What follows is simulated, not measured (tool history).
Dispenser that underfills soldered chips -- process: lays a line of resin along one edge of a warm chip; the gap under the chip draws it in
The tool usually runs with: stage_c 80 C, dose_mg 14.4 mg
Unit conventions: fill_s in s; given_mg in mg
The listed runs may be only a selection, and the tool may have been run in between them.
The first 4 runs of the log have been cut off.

run	day	stage_c	dose_mg	hours of work since the syringe was changed	hours of work since the valve was cleaned	hours of work since the stage was calibrated	fill_s	given_mg
# day 1.221: new syringe of resin
5	1.429	80	14.3	3	68	82	95.5	13.92
# day 1.583: new syringe of resin
6	1.858	80	14.3	5	75	89	107.3	13.85
# day 1.921: new syringe of resin
7	2.162	80	18.2	4	80	94	99.2	17.61
# day 2.288: new syringe of resin
# day 2.467: dispensing valve cleaned and set on the balance
8	2.483	80	18.2	3	0	98	88.6	18.26
# day 2.683: new syringe of resin
9	2.962	80	18.2	5	8	106	105.0	18.27
# day 3.042: new syringe of resin
# day 3.404: new syringe of resin
10	3.492	80	18.2	1	16	114	81.7	18.19
# day 3.754: new syringe of resin
11	3.829	80	18.2	1	22	119	80.0	18.09
12	4.054	80	14.4	5	26	123	106.9	14.36
# day 4.121: new syringe of resin
13	4.429	80	14.4	5	32	129	110.2	14.29
# day 4.488: new syringe of resin
14	4.712	80	14.4	4	36	134	98.1	14.28
# day 4.858: new syringe of resin
15	5.054	80	14.4	3	42	139	93.3	14.23
# day 5.233: new syringe of resin
16	5.371	73	14.4	2	47	144	120.8	14.21
# day 5.571: new syringe of resin
17	5.829	73	13.2	4	54	152	146.6	12.93
# day 5.921: new syringe of resin
18	6.117	73	13.2	3	59	156	136.0	12.93
# day 6.279: new syringe of resin
# day 6.625: new syringe of resin
19	6.625	65	16.4	0	67	164	151.3	16.01

Estimate the outcome of run 20 from the log above:
# day 6.979: new syringe of resin
20	7.121	85	14.7	2	75	172	?	?

fill_s: 67.7 s
given_mg: 14.31 mg
With no hidden state in the tool, this same run would have given fill_s 56.7 s, given_mg 14.68 mg.
